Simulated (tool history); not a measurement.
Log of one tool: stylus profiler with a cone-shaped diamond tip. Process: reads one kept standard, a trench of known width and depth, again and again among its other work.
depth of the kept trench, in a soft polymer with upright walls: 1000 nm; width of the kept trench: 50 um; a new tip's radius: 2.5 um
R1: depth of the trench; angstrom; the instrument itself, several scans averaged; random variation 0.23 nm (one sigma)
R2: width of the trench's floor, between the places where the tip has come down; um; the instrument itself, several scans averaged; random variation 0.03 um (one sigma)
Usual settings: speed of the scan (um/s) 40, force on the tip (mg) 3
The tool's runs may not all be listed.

Run 1, day 0: usual settings. Result: R1 10144 angstrom, R2 45.13 um.
Run 2, day 2.262: usual settings. Result: R1 10144.7 angstrom, R2 45.1 um.
Run 3, day 5.467: usual settings but speed of the scan (um/s) 12. Result: R1 10143.2 angstrom, R2 45.19 um.
Run 4, day 8.429: usual settings but force on the tip (mg) 1.81. Result: R1 10112.5 angstrom, R2 45 um.
Run 5, day 11.142: usual settings but speed of the scan (um/s) 12. Result: R1 10147.4 angstrom, R2 45.05 um.
Run 6, day 12.95: usual settings but speed of the scan (um/s) 12. Result: R1 10145.9 angstrom, R2 45.04 um.
Run 7, day 16.029: usual settings. Result: R1 10145.6 angstrom, R2 44.99 um.
Run 8, day 18.029: usual settings. Result: R1 10146.5 angstrom, R2 44.94 um.
Run 9, day 20.275: usual settings but speed of the scan (um/s) 21, force on the tip (mg) 1.38. Result: R1 10094.6 angstrom, R2 44.96 um.
Run 10, day 21.85: usual settings but speed of the scan (um/s) 16, force on the tip (mg) 3.63. Result: R1 10166.9 angstrom, R2 45.02 um.
At day 22.117: height scale calibrated on a step standard.
Run 11, day 24.075: usual settings but speed of the scan (um/s) 17, force on the tip (mg) 5.26. Result: R1 10221.3 angstrom, R2 44.96 um.
Run 12, day 25.688: usual settings but speed of the scan (um/s) 77, force on the tip (mg) 7.8. Result: R1 10277.8 angstrom, R2 44.86 um.
Run 13, day 27.996: usual settings but speed of the scan (um/s) 78, force on the tip (mg) 1.05. Result: R1 10102.3 angstrom, R2 44.71 um.
At day 28.721: height scale calibrated on a step standard, once more.
Run 14, day 30.821: usual settings but speed of the scan (um/s) 148, force on the tip (mg) 1.58. Result: R1 10077.2 angstrom, R2 44.45 um.
Run 15, day 33.725: usual settings but speed of the scan (um/s) 148, force on the tip (mg) 1.58. Result: R1 10083.1 angstrom, R2 44.45 um.
Run 16, day 35.971: usual settings but speed of the scan (um/s) 18, force on the tip (mg) 1.79. Result: R1 10086.5 angstrom, R2 44.79 um.

Forecast each of these 3 alternatives for the next run:
Run A, day 37.6: usual settings but speed of the scan (um/s) 11, force on the tip (mg) 1.79. Result: R1 ?, R2 ?.
Run B, day 37.6: usual settings but speed of the scan (um/s) 14, force on the tip (mg) 1.11. Result: R1 ?, R2 ?.
Run C, day 37.6: usual settings but speed of the scan (um/s) 65, force on the tip (mg) 1.16. Result: R1 ?, R2 ?.

run       R1     R2
  A  10086.9  44.85
  B  10058.9  44.77
  C  10066.6  44.56
Without the tool's hidden state the same runs would have given:
run       R1     R2
  A  10091.5  46.03
  B  10063.5  45.94
  C  10071.2  45.73
